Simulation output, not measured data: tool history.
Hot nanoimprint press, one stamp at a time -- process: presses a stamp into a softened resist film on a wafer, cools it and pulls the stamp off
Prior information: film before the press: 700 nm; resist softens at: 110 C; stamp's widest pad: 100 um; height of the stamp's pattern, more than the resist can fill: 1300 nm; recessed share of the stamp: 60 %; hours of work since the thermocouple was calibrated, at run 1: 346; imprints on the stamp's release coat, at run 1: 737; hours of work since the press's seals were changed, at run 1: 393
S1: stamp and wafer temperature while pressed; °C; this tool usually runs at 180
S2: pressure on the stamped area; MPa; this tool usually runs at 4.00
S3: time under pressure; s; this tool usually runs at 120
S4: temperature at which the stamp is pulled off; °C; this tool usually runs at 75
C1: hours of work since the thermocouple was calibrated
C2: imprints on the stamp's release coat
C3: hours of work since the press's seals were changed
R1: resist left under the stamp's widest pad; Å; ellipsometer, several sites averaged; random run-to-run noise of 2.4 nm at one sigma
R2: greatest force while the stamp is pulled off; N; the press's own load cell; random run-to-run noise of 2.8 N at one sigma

run	hour	S1	S2	S3	S4	C1	C2	C3	R1	R2
1	0.0	180	4.00	120	75	346	737	393	4080	187
2	48.2	180	6.06	120	75	380	994	427	3470	189
# hour 78.1: stamp cleaned and given a new release coat
3	94.7	180	5.44	120	75	408	89	456	3664	180
4	140.0	180	5.44	120	75	441	331	488	3657	183
# hour 177.8: plate thermocouple calibrated
5	191.1	185	4.00	120	75	9	588	522	3352	184
6	215.4	185	4.00	120	75	27	718	540	3306	183
7	252.7	180	4.00	232	75	53	917	566	3190	180
8	284.6	180	4.00	232	75	76	1088	589	3160	183
# hour 297.4: stamp cleaned and given a new release coat
9	332.8	180	4.00	232	75	106	189	618	3207	173
10	374.5	180	4.00	120	75	135	412	648	4068	181
11	416.2	180	4.00	120	75	165	635	678	4045	187
12	454.9	180	4.00	120	75	192	841	705	4043	185
13	487.1	180	4.00	120	75	215	1014	728	4119	191
# hour 514.5: stamp cleaned and given a new release coat
14	529.7	180	4.00	120	75	241	81	754	4119	172
15	557.4	180	4.00	120	75	261	229	773	4085	172
16	602.9	183	4.00	187	65	293	473	806	3174	232
17	646.0	186	3.49	120	75	323	703	836	3518	185
18	688.4	186	3.49	120	75	353	930	866	3595	188
# hour 729.9: stamp cleaned and given a new release coat
19	744.4	186	6.30	120	61	389	77	902	2800	243
20	794.0	185	3.84	70	61	424	343	937	4252	250
21	816.8	179	4.00	120	75	440	464	953	4345	184
22	850.0	179	4.00	120	75	464	642	977	4358	184
# hour 857.6: plate thermocouple calibrated
23	885.7	179	4.00	120	75	20	817	1000	4200	178
24	912.1	182	5.76	126	82	39	958	1018	3195	149
25	936.2	175	5.61	69	76	56	1086	1036	4980	181
# hour 950.6: stamp cleaned and given a new release coat
26	984.5	180	6.10	166	75	86	181	1066	3106	174
27	1025.3	180	6.10	166	75	115	400	1094	3109	182
28	1073.6	180	5.22	233	75	149	658	1129	2904	188
29	1095.5	180	5.22	233	65	164	775	1144	2899	231

Alternative continuations, all from the tool just after run 29; predict every row:
A	1126.4	180	4.72	233	65	186	940	1166	?	?
B	1126.4	180	4.00	96	75	186	940	1166	?	?
C	1126.4	189	4.00	61	75	186	940	1166	?	?
D	1126.4	174	6.28	77	75	186	940	1166	?	?
E	1126.4	169	3.51	120	63	186	940	1166	?	?

run	R1	R2
A	3088	234
B	4399	189
C	3807	185
D	4929	184
E	5733	247
Without the tool's hidden state the same runs would have given:
run	R1	R2
A	2875	216
B	4190	175
C	3609	171
D	4624	170
E	5588	229

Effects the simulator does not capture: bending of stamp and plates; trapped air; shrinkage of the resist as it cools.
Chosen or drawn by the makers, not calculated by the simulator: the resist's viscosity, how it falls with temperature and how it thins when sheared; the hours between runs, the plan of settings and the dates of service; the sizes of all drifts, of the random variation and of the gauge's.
